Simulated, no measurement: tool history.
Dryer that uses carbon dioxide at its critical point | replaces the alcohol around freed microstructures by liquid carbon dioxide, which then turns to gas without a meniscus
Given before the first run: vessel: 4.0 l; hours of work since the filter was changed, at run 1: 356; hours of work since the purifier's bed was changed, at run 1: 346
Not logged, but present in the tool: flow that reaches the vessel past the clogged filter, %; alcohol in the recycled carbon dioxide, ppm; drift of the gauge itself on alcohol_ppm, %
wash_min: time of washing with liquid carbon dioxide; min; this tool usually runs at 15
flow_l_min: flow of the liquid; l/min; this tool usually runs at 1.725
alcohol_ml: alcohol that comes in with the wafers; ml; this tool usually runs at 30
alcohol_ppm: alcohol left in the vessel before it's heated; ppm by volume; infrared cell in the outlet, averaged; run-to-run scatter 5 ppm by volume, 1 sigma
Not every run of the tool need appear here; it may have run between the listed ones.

run	hour	wash_min	flow_l_min	alcohol_ml	hours of work since the filter was changed	hours of work since the purifier's bed was changed	alcohol_ppm
1	0.0	15	1.725	30	356	346	75
2	37.9	15	1.090	30	386	375	391
3	59.3	15	1.725	45	402	392	104
4	89.0	15	1.725	45	426	415	110
5	117.8	15	1.725	45	448	438	118
6	133.3	15	2.140	45	460	450	64
7	168.8	14	1.725	30	488	478	113
8	194.5	15	1.725	30	508	498	93
9	224.0	15	1.725	30	531	521	85
10	262.1	15	1.725	30	561	551	96
11	290.7	15	1.725	30	584	573	109
# hour 296.9: inlet filter changed
12	312.4	15	1.725	30	12	589	73
13	329.6	15	1.725	30	26	603	79
14	360.6	15	1.725	30	50	627	79
15	388.4	15	1.725	30	72	649	85
16	425.9	24	1.725	30	101	678	51
17	461.6	24	1.725	30	129	706	57
18	485.3	24	1.725	30	147	725	42
19	509.9	24	1.725	30	167	744	50
20	531.8	15	1.725	30	184	761	90
21	567.0	15	1.725	30	211	789	94
22	592.5	15	1.930	64	231	808	106
23	623.6	10	1.970	81	256	833	449
24	655.3	15	1.725	77	280	858	176
25	672.8	12	2.860	52	294	871	77
26	704.8	12	1.340	52	319	896	665
27	731.4	24	1.950	36	340	917	68
28	764.9	15	1.725	24	366	943	108
29	790.4	15	1.725	24	386	963	102
30	821.0	18	2.390	60	410	987	58
31	850.6	18	2.390	60	433	1010	59
32	883.0	18	2.390	60	459	1036	66
33	919.3	18	2.390	60	487	1064	77
34	949.4	19	1.700	101	511	1088	145
35	972.7	19	1.890	101	529	1106	96
36	1002.7	23	1.530	77	552	1129	105
37	1036.3	15	1.725	41	579	1156	165
# hour 1047.1: inlet filter changed
38	1059.7	10	2.370	30	10	1173	119
39	1087.4	10	2.370	30	31	1195	123
# hour 1099.2: purifier's bed changed
40	1107.9	10	2.910	50	45	7	29
41	1138.8	10	1.500	47	69	31	537
42	1168.4	10	1.500	47	93	54	545

Branching from run 42: 4 alternative next runs. What would each branch give?
A	1197.1	10	2.440	47	115	77	?
B	1197.1	24	1.690	30	115	77	?
C	1197.1	10	1.060	114	115	77	?
D	1197.1	16	1.500	47	115	77	?

run	alcohol_ppm
A	76
B	14
C	3468
D	90
The same runs, with their run-to-run variation unchanged, on a tool lacking any hidden condition would have given:
run	alcohol_ppm
A	62
B	9
C	3263
D	74
